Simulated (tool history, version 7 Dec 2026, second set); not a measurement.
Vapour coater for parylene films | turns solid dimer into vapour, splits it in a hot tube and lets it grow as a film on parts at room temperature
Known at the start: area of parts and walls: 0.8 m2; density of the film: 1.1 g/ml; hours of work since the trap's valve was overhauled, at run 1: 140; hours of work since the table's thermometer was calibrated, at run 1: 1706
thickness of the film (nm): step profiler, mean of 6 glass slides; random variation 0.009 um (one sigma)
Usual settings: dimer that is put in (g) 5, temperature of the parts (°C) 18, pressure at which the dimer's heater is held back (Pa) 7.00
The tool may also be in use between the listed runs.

run     day  dimer that is put in (g)  temperature of the parts (°C)  pressure at which the dimer's heater is held back (Pa)  hours of work since the trap's valve was overhauled  hours of work since the table's thermometer was calibrated  thickness of the film (nm)
  1   0.000                         5                             18                                                    7.00                                                  140                                                        1706                        2736
  2   1.829                         5                             18                                                    7.00                                                  168                                                        1734                        2697
      4.233  -- trap's valve overhauled
  3   4.633                         5                             18                                                    7.00                                                    6                                                        1775                        2828
  4   7.442                         6                             18                                                    7.00                                                   49                                                        1818                        3374
  5   9.512                         5                             18                                                    7.00                                                   81                                                        1850                        2784
  6  11.500                         5                             18                                                    7.00                                                  112                                                        1880                        2760
  7  13.346                         5                             18                                                    7.00                                                  140                                                        1909                        2752
  8  15.662                         5                             18                                                    7.22                                                  175                                                        1944                        2708
     17.700  -- trap's valve overhauled
  9  17.800                         5                             18                                                    8.66                                                    2                                                        1974                        2694
 10  19.900                         5                             18                                                    8.66                                                   34                                                        2007                        2682
 11  21.929                         5                             18                                                    8.66                                                   65                                                        2038                        2664
 12  24.296                         5                             18                                                    2.80                                                  101                                                        2074                        3373
 13  27.008                         5                             18                                                    2.80                                                  143                                                        2116                        3366
 14  28.183                         5                             18                                                    2.18                                                  161                                                        2134                        3532
 15  29.404                         5                             18                                                    2.18                                                  180                                                        2153                        3509
     31.112  -- trap's valve overhauled
 16  32.162                         5                             18                                                    2.17                                                   16                                                        2192                        3658
 17  33.346                         2                             16                                                    2.17                                                   34                                                        2211                        1509
 18  35.425                         2                             16                                                    2.17                                                   66                                                        2243                        1523
 19  37.683                         6                             19                                                    4.80                                                  101                                                        2277                        3535
 20  39.504                         6                             19                                                    4.80                                                  129                                                        2305                        3523
 21  42.171                         4                             30                                                    7.00                                                  170                                                        2346                        1695

The next listed run, before its measurement:
     43.396  -- table's thermometer calibrated
     44.575  -- trap's valve overhauled
 22  44.717                         7                             20                                                    3.17                                                    2                                                          18                           ?

thickness of the film (nm): 4458
Without the tool's hidden state the same run would have given thickness of the film (nm) 4479.
